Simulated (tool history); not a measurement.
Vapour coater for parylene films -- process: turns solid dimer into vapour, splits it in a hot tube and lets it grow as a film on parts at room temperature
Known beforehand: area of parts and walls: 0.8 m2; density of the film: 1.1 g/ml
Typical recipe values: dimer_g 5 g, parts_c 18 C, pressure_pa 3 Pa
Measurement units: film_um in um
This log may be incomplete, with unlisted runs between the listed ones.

run,hour,dimer_g,parts_c,pressure_pa,film_um
1,0,5,18,3,2.96
2,19.3,5,18,3,3.01
3,37.4,5,18,3,2.98
4,56.7,5,18,3,2.91
5,72.6,5,18,3,2.94
6,87.4,5,23,3,2.38
7,106.9,5,20,3.11,2.66
# hour 127.1: trap's valve overhauled
8,129.9,9,24,11.96,3.49
9,139.3,6,12,5.38,4.43
10,157.3,8,28,5.38,2.97

Predict each of these 5 candidate next runs independently; none follows another, all start after run 10:
A,170,6,11,4.8,?
B,170,7,26,3,?
C,170,2,11,9.53,?
D,170,6,10,3,?
E,170,4,18,4.18,?

run,film_um
A,4.7
B,3.21
C,1.41
D,5.3
E,2.44
Without the tool's hidden state the same runs would have given:
run,film_um
A,4.76
B,3.25
C,1.42
D,5.37
E,2.47
